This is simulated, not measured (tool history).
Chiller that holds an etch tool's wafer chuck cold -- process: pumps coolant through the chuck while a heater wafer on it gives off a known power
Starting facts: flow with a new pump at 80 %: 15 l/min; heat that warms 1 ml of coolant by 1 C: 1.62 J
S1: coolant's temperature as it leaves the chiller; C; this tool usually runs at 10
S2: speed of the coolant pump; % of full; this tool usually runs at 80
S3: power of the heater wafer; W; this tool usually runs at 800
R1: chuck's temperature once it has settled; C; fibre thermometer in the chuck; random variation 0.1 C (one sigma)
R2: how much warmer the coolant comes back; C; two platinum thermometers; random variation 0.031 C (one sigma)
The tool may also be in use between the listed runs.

{"run": 1, "hour": 0.0, "S1": 10, "S2": 80, "S3": 800, "R1": 17.3, "R2": 2.06}
{"run": 2, "hour": 44.3, "S1": 10, "S2": 80, "S3": 800, "R1": 17.4, "R2": 2.06}
{"run": 3, "hour": 79.0, "S1": 10, "S2": 90, "S3": 800, "R1": 16.7, "R2": 1.83}
{"run": 4, "hour": 118.1, "S1": 10, "S2": 90, "S3": 800, "R1": 16.5, "R2": 1.77}
{"run": 5, "hour": 149.9, "S1": 10, "S2": 80, "S3": 800, "R1": 17.3, "R2": 2.07}
{"run": 6, "hour": 179.5, "S1": 10, "S2": 80, "S3": 634, "R1": 15.9, "R2": 1.54}
{"run": 7, "hour": 221.8, "S1": 10, "S2": 80, "S3": 634, "R1": 15.8, "R2": 1.57}
{"run": 8, "hour": 240.0, "S1": 10, "S2": 83, "S3": 634, "R1": 15.5, "R2": 1.58}
{"run": 9, "hour": 281.2, "S1": 10, "S2": 80, "S3": 800, "R1": 17.2, "R2": 2.03}
{"run": 10, "hour": 302.2, "S1": 10, "S2": 80, "S3": 800, "R1": 17.5, "R2": 2.07}
{"run": 11, "hour": 341.4, "S1": 9, "S2": 80, "S3": 800, "R1": 16.4, "R2": 2.02}
{"run": 12, "hour": 367.6, "S1": 9, "S2": 80, "S3": 800, "R1": 16.4, "R2": 2.05}
{"run": 13, "hour": 390.4, "S1": 9, "S2": 80, "S3": 800, "R1": 16.3, "R2": 2.02}
{"run": 14, "hour": 433.0, "S1": 9, "S2": 80, "S3": 800, "R1": 16.4, "R2": 2.04}
{"run": 15, "hour": 474.0, "S1": 10, "S2": 80, "S3": 694, "R1": 16.5, "R2": 1.75}
{"run": 16, "hour": 518.5, "S1": 10, "S2": 80, "S3": 694, "R1": 16.5, "R2": 1.72}
{"run": 17, "hour": 539.5, "S1": 10, "S2": 80, "S3": 694, "R1": 16.6, "R2": 1.78}
{"run": 18, "hour": 574.6, "S1": 10, "S2": 80, "S3": 694, "R1": 16.3, "R2": 1.8}
{"run": 19, "hour": 608.8, "S1": 10, "S2": 80, "S3": 694, "R1": 16.4, "R2": 1.79}
{"run": 20, "hour": 643.0, "S1": 4, "S2": 87, "S3": 606, "R1": 9.3, "R2": 1.41}
{"run": 21, "hour": 677.0, "S1": 2, "S2": 71, "S3": 800, "R1": 10.2, "R2": 2.35}
{"run": 22, "hour": 703.5, "S1": 10, "S2": 66, "S3": 926, "R1": 20.1, "R2": 2.94}
{"run": 23, "hour": 747.4, "S1": 19, "S2": 63, "S3": 800, "R1": 28.2, "R2": 2.68}
{"run": 24, "hour": 767.6, "S1": 19, "S2": 63, "S3": 800, "R1": 28.3, "R2": 2.71}
{"run": 25, "hour": 802.1, "S1": 18, "S2": 78, "S3": 424, "R1": 22.0, "R2": 1.16}
{"run": 26, "hour": 845.9, "S1": 6, "S2": 61, "S3": 669, "R1": 14.0, "R2": 2.3}
{"run": 27, "hour": 876.8, "S1": 8, "S2": 80, "S3": 432, "R1": 12.1, "R2": 1.14}
{"run": 28, "hour": 910.4, "S1": 8, "S2": 80, "S3": 432, "R1": 12.1, "R2": 1.12}
{"run": 29, "hour": 940.3, "S1": 14, "S2": 80, "S3": 860, "R1": 21.9, "R2": 2.22}
{"run": 30, "hour": 974.6, "S1": 12, "S2": 80, "S3": 800, "R1": 19.6, "R2": 2.06}
{"run": 31, "hour": 1002.0, "S1": 10, "S2": 71, "S3": 805, "R1": 18.3, "R2": 2.4}
{"run": 32, "hour": 1029.4, "S1": 15, "S2": 83, "S3": 942, "R1": 23.6, "R2": 2.37}

Here are 4 independent what-if runs from the current tool condition. What would each one return?
{"run": "A", "hour": 1061.5, "S1": 8, "S2": 80, "S3": 800, "R1": "?", "R2": "?"}
{"run": "B", "hour": 1061.5, "S1": 0, "S2": 77, "S3": 793, "R1": "?", "R2": "?"}
{"run": "C", "hour": 1061.5, "S1": 11, "S2": 83, "S3": 942, "R1": "?", "R2": "?"}
{"run": "D", "hour": 1061.5, "S1": 10, "S2": 80, "S3": 730, "R1": "?", "R2": "?"}

run=A R1=15.5 R2=2.06
run=B R1=7.8 R2=2.15
run=C R1=19.7 R2=2.28
run=D R1=16.8 R2=1.92
Take away the tool's hidden state, keep each run's random variation, and the runs would have read:
run=A R1=14.8 R2=1.97
run=B R1=7.1 R2=2.06
run=C R1=18.9 R2=2.19
run=D R1=16.1 R2=1.84
